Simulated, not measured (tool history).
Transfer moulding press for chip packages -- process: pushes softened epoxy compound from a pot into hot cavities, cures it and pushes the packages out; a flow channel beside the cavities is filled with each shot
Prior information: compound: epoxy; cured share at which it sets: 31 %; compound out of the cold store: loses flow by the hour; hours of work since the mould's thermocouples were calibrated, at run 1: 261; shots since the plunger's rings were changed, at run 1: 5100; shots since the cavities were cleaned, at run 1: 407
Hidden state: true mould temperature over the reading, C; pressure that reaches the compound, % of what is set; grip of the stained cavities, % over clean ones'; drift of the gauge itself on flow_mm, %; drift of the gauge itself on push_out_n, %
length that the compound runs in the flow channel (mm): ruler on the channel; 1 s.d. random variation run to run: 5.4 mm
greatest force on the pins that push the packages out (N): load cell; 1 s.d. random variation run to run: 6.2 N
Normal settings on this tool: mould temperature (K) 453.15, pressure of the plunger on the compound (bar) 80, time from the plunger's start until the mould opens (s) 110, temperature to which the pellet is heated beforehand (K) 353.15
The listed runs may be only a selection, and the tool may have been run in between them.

run,day,mould temperature (K),pressure of the plunger on the compound (bar),time from the plunger's start until the mould opens (s),temperature to which the pellet is heated beforehand (K),hours of work since the mould's thermocouples were calibrated,shots since the plunger's rings were changed,shots since the cavities were cleaned,incoming compound's hours out of the cold store,length that the compound runs in the flow channel (mm),greatest force on the pins that push the packages out (N)
1,0,453.15,80,110,353.15,261,5100,407,26.2,488,324
# day 0.721: plunger's sealing rings changed
2,2.142,461.15,80,110,353.15,283,269,793,23.5,534,346
# day 3.2: cavities cleaned with cleaning compound and waxed
3,5.096,461.15,80,110,353.15,313,818,360,38.9,491,382
4,7.167,453.15,96.1,110,353.15,334,1211,753,37.4,563,426
# day 8.492: cavities cleaned with cleaning compound and waxed
5,9.867,453.15,96.1,110,353.15,362,1710,260,30.6,568,294
6,12.729,453.15,96.1,110,353.15,391,2253,803,24.5,575,388
# day 13.583: cavities cleaned with cleaning compound and waxed
7,14.258,453.15,96.1,110,353.15,407,2532,129,35.7,550,271
# day 15.696: cavities cleaned with cleaning compound and waxed, once more
8,16.742,453.15,80,140,353.15,432,2991,199,27,507,269
9,18.225,453.15,80,110,353.15,447,3272,480,12.7,539,337
10,20.304,453.15,80,110,357.15,469,3666,874,45.8,477,377
# day 20.858: cavities cleaned with cleaning compound and waxed
11,22.842,453.15,80,110,357.15,494,4135,376,37.5,467,320
12,24.146,453.15,80,110,363.15,508,4382,623,41.6,470,346
# day 25.962: cavities cleaned with cleaning compound and waxed
13,27.3,453.15,80,127,353.15,540,4969,254,36.9,472,274
# day 28.583: plunger's sealing rings changed
14,30.229,453.15,80,127,353.15,569,312,790,36.4,520,343
# day 31.279: cavities cleaned with cleaning compound and waxed
15,32.15,449.15,81.4,117,351.15,589,664,165,8.9,593,317
16,34.912,459.15,80,110,361.15,617,1188,689,21,523,325
17,36.279,453.15,74,110,353.15,632,1447,948,23.7,512,393
# day 36.583: cavities cleaned with cleaning compound and waxed
18,37.938,453.15,74,110,353.15,648,1750,257,25.1,504,305
19,40.038,453.15,89.1,97,343.15,670,2148,655,43.1,521,409
# day 41.738: cavities cleaned with cleaning compound and waxed
20,43.071,458.15,80,114,363.15,701,2712,254,29.6,508,284
21,44.754,458.15,80,114,363.15,718,3031,573,38.7,484,317
# day 46.9: cavities cleaned with cleaning compound and waxed
22,46.9,455.15,90.3,93,346.15,740,3426,0,10.9,571,299
23,49.996,457.15,80,110,361.15,772,4012,586,21,509,345
# day 52.142: cavities cleaned with cleaning compound and waxed
24,52.971,457.15,80,110,361.15,803,4565,157,39.3,459,264
25,55.95,457.15,85.8,105,354.15,833,5130,722,25.2,504,330
# day 56.562: plunger's sealing rings changed
# day 57.438: cavities cleaned with cleaning compound and waxed
26,58.75,455.15,65.9,92,353.15,861,403,248,24,491,358
# day 61.154: mould's thermocouples calibrated
27,61.725,446.15,88,144,351.15,6,952,797,15.2,618,368

For each entry between runs, how does the tool's hidden state at the last listed run before it compare with that at the first listed run after it?
Runs 1 to 2: plunger's sealing rings changed (day 0.721)
  true mould temperature over the reading, C: -0.65 -> -0.71; pressure that reaches the compound, % of what is set: 81.66 -> 98.87; grip of the stained cavities, % over clean ones': 36.8 -> 52.8
  the result without the hidden state subtracted from the measured one, length that the compound runs in the flow channel (mm): -51 -> -2; greatest force on the pins that push the packages out (N): +92 -> +119
Runs 2 to 3: cavities cleaned with cleaning compound and waxed (day 3.2)
  true mould temperature over the reading, C: -0.71 -> -0.78; pressure that reaches the compound, % of what is set: 98.87 -> 96.96; grip of the stained cavities, % over clean ones': 52.8 -> 77.4
  the result without the hidden state subtracted from the measured one, length that the compound runs in the flow channel (mm): -2 -> -6; greatest force on the pins that push the packages out (N): +119 -> +167
Runs 4 to 5: cavities cleaned with cleaning compound and waxed (day 8.492)
  true mould temperature over the reading, C: -0.83 -> -0.9; pressure that reaches the compound, % of what is set: 95.53 -> 93.69; grip of the stained cavities, % over clean ones': 75.3 -> 23.7
  the result without the hidden state subtracted from the measured one, length that the compound runs in the flow channel (mm): -11 -> -17; greatest force on the pins that push the packages out (N): +189 -> +63
Runs 6 to 7: cavities cleaned with cleaning compound and waxed (day 13.583)
  true mould temperature over the reading, C: -0.98 -> -1.01; pressure that reaches the compound, % of what is set: 91.88 -> 90.99; grip of the stained cavities, % over clean ones': 51.2 -> 14.6
  the result without the hidden state subtracted from the measured one, length that the compound runs in the flow channel (mm): -22 -> -24; greatest force on the pins that push the packages out (N): +137 -> +41
Runs 7 to 8: cavities cleaned with cleaning compound and waxed, once more (day 15.696)
  true mould temperature over the reading, C: -1.01 -> -1.07; pressure that reaches the compound, % of what is set: 90.99 -> 89.43; grip of the stained cavities, % over clean ones': 14.6 -> 21.7
  the result without the hidden state subtracted from the measured one, length that the compound runs in the flow channel (mm): -24 -> -27; greatest force on the pins that push the packages out (N): +41 -> +47
Runs 10 to 11: cavities cleaned with cleaning compound and waxed (day 20.858)
  true mould temperature over the reading, C: -1.17 -> -1.23; pressure that reaches the compound, % of what is set: 86.97 -> 85.12; grip of the stained cavities, % over clean ones': 55 -> 31.4
  the result without the hidden state subtracted from the measured one, length that the compound runs in the flow channel (mm): -32 -> -37; greatest force on the pins that push the packages out (N): +139 -> +83
Runs 12 to 13: cavities cleaned with cleaning compound and waxed (day 25.962)
  true mould temperature over the reading, C: -1.26 -> -1.34; pressure that reaches the compound, % of what is set: 84.19 -> 82.1; grip of the stained cavities, % over clean ones': 43.9 -> 24.8
  the result without the hidden state subtracted from the measured one, length that the compound runs in the flow channel (mm): -39 -> -46; greatest force on the pins that push the packages out (N): +115 -> +58
Runs 13 to 14: plunger's sealing rings changed (day 28.583)
  true mould temperature over the reading, C: -1.34 -> -1.42; pressure that reaches the compound, % of what is set: 82.1 -> 98.63; grip of the stained cavities, % over clean ones': 24.8 -> 51.3
  the result without the hidden state subtracted from the measured one, length that the compound runs in the flow channel (mm): -46 -> +0; greatest force on the pins that push the packages out (N): +58 -> +118
Runs 14 to 15: cavities cleaned with cleaning compound and waxed (day 31.279)
  true mould temperature over the reading, C: -1.42 -> -1.46; pressure that reaches the compound, % of what is set: 98.63 -> 97.49; grip of the stained cavities, % over clean ones': 51.3 -> 17.3
  the result without the hidden state subtracted from the measured one, length that the compound runs in the flow channel (mm): +0 -> -3; greatest force on the pins that push the packages out (N): +118 -> +65
Runs 17 to 18: cavities cleaned with cleaning compound and waxed (day 36.583)
  true mould temperature over the reading, C: -1.58 -> -1.62; pressure that reaches the compound, % of what is set: 94.74 -> 93.67; grip of the stained cavities, % over clean ones': 56.4 -> 22.8
  the result without the hidden state subtracted from the measured one, length that the compound runs in the flow channel (mm): -11 -> -14; greatest force on the pins that push the packages out (N): +154 -> +68
Runs 19 to 20: cavities cleaned with cleaning compound and waxed (day 41.738)
  true mould temperature over the reading, C: -1.67 -> -1.74; pressure that reaches the compound, % of what is set: 92.3 -> 90.26; grip of the stained cavities, % over clean ones': 45 -> 23.8
  the result without the hidden state subtracted from the measured one, length that the compound runs in the flow channel (mm): -18 -> -24; greatest force on the pins that push the packages out (N): +145 -> +57
Runs 21 to 22: cavities cleaned with cleaning compound and waxed (day 46.9)
  true mould temperature over the reading, C: -1.79 -> -1.83; pressure that reaches the compound, % of what is set: 89.13 -> 87.66; grip of the stained cavities, % over clean ones': 43 -> 1.8
  the result without the hidden state subtracted from the measured one, length that the compound runs in the flow channel (mm): -25 -> -35; greatest force on the pins that push the packages out (N): +97 -> +30
Runs 23 to 24: cavities cleaned with cleaning compound and waxed (day 52.142)
  true mould temperature over the reading, C: -1.92 -> -1.99; pressure that reaches the compound, % of what is set: 85.46 -> 83.64; grip of the stained cavities, % over clean ones': 44.6 -> 16.4
  the result without the hidden state subtracted from the measured one, length that the compound runs in the flow channel (mm): -37 -> -40; greatest force on the pins that push the packages out (N): +111 -> +42
Runs 25 to 26: plunger's sealing rings changed (day 56.562); cavities cleaned with cleaning compound and waxed (day 57.438)
  true mould temperature over the reading, C: -2.07 -> -2.13; pressure that reaches the compound, % of what is set: 81.68 -> 98.4; grip of the stained cavities, % over clean ones': 47.9 -> 24.6
  the result without the hidden state subtracted from the measured one, length that the compound runs in the flow channel (mm): -49 -> +1; greatest force on the pins that push the packages out (N): +116 -> +99
Runs 26 to 27: mould's thermocouples calibrated (day 61.154)
  true mould temperature over the reading, C: -2.13 -> -0.23; pressure that reaches the compound, % of what is set: 98.4 -> 96.36; grip of the stained cavities, % over clean ones': 24.6 -> 51.8
  the result without the hidden state subtracted from the measured one, length that the compound runs in the flow channel (mm): +1 -> -11; greatest force on the pins that push the packages out (N): +99 -> +123

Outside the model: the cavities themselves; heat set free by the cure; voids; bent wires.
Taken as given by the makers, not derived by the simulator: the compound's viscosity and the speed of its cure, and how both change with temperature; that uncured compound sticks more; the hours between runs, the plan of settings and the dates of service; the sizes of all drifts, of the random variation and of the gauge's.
